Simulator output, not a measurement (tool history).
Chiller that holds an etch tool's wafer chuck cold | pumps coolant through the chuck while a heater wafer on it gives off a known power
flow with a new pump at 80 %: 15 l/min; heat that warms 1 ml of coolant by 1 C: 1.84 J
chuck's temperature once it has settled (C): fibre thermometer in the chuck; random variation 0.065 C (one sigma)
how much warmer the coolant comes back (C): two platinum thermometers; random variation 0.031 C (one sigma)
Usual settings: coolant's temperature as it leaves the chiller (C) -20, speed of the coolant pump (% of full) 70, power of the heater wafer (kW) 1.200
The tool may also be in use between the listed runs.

run    hour  coolant's temperature as it leaves the chiller (C)  speed of the coolant pump (% of full)  power of the heater wafer (kW)  chuck's temperature once it has settled (C)  how much warmer the coolant comes back (C)
  1     0.0                                                 -20                                     70                           1.200                                       -12.32                                        3.05
  2   127.1                                                 -20                                     70                           1.283                                       -11.69                                        3.27
  3   295.0                                                 -20                                     70                           1.283                                       -11.67                                        3.31
  4   487.6                                                 -20                                     70                           1.283                                       -11.59                                        3.33
  5   658.0                                                 -25                                     70                           1.200                                       -17.18                                        3.11
  6   754.2                                                 -25                                     70                           1.200                                       -17.10                                        3.10
  7   873.9                                                 -20                                     70                           1.200                                       -12.25                                        3.12
  8  1039.4                                                 -20                                     70                           1.200                                       -12.25                                        3.08
  9  1181.6                                                 -20                                     80                           1.200                                       -12.86                                        2.70
 10  1292.0                                                 -20                                     80                           1.200                                       -12.75                                        2.75
     1313.3  -- coolant pump overhauled
 11  1406.3                                                 -27                                     80                           0.760                                       -22.53                                        1.72
 12  1550.6                                                 -12                                     66                           1.784                                         0.43                                        5.13
 13  1702.3                                                 -12                                     97                           0.786                                        -7.82                                        1.49
 14  1899.0                                                 -18                                     97                           0.786                                       -13.81                                        1.42

Run 15 comes next. What will it give?
 15  2084.9                                                 -29                                     62                           1.106                                            ?                                           ?

chuck's temperature once it has settled (C): -20.99
how much warmer the coolant comes back (C): 3.47
Without the tool's hidden state the same run would have given chuck's temperature once it has settled (C) -21.52, how much warmer the coolant comes back (C) 3.22.

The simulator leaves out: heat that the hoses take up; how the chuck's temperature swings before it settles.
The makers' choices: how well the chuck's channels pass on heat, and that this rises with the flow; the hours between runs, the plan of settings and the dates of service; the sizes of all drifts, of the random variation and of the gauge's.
